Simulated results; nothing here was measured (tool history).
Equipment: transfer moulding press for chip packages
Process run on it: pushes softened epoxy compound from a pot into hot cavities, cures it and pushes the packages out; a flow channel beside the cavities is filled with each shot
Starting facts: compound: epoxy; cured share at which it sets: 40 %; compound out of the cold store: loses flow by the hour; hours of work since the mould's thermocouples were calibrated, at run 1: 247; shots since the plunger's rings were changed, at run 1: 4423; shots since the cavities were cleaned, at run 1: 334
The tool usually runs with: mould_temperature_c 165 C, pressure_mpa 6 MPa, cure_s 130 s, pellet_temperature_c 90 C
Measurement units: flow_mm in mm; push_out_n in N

run,day,mould_temperature_c,pressure_mpa,cure_s,pellet_temperature_c,hours of work since the mould's thermocouples were calibrated,shots since the plunger's rings were changed,shots since the cavities were cleaned,incoming compound's hours out of the cold store,flow_mm,push_out_n
1,0,165,6,130,90,247,4423,334,40.5,743,335
2,0.408,165,6,130,90,254,4515,426,14.9,838,346
3,0.846,165,6,130,90,261,4614,525,29.2,779,370
4,1.25,165,6,130,90,267,4704,615,32.4,768,355
# day 1.45: cavities cleaned with cleaning compound and waxed
5,1.75,165,6,130,90,274,4803,68,10.3,853,307
6,2.088,165,6,130,90,280,4879,144,16,826,312
7,2.471,165,6,130,90,286,4966,231,18.5,820,332
8,2.788,165,6,148,90,291,5037,302,16.6,823,297
9,3.262,165,6,148,90,298,5144,409,26.5,783,303
10,3.558,165,6,130,90,303,5211,476,43.4,728,337
11,3.979,171,6,130,90,310,5305,570,23.7,776,311
12,4.188,165,6,166,90,313,5353,618,36.9,745,311
# day 4.354: cavities cleaned with cleaning compound and waxed
13,4.512,165,6,143,90,317,5412,36,32.6,762,237
14,4.925,165,6,130,90,324,5505,129,13.6,834,300
# day 5.054: mould's thermocouples calibrated
15,5.35,165,6,130,90,5,5582,206,26.1,785,336
16,5.804,165,6.41,130,90,12,5684,308,41.8,755,332
17,6.258,165,6.41,130,90,19,5787,411,32.2,788,352
18,6.721,165,6.41,130,90,27,5891,515,32,787,375
# day 7.175: mould's thermocouples calibrated, once more
19,7.204,165,6.41,130,90,0,5980,604,35.8,771,363
# day 7.421: cavities cleaned with cleaning compound and waxed
20,7.467,165,6.41,130,85,4,6026,10,32.7,780,278
21,7.679,165,6.41,130,85,7,6074,58,38.3,759,297
22,7.896,165,6.41,130,85,10,6122,106,43.3,744,288
23,8.229,167,6.39,130,90,16,6198,182,11.8,854,302
24,8.692,158,6.6,130,97,23,6302,286,19.3,869,502
25,8.925,159,5.78,143,98,27,6354,338,45,713,397
26,9.271,168,6,130,90,32,6432,416,8.1,836,332
27,9.754,157,6.14,116,86,40,6542,526,24.4,819,773
28,10.188,157,6.14,138,86,47,6639,623,9.3,882,604

Here are 3 independent what-if runs from the current tool condition. What would each one return?
# day 10.325: cavities cleaned with cleaning compound and waxed
A,10.671,165,4.51,130,90,54,6734,78,43.8,?,?
# day 10.325: cavities cleaned with cleaning compound and waxed
B,10.671,164,6.14,137,80,54,6734,78,14.7,?,?
# day 10.325: cavities cleaned with cleaning compound and waxed
C,10.671,172,4.79,138,98,54,6734,78,14.9,?,?

run,flow_mm,push_out_n
A,619,274
B,832,294
C,707,235
Had the tool no hidden state, the same runs would have come out as:
run,flow_mm,push_out_n
A,662,248
B,889,265
C,756,215
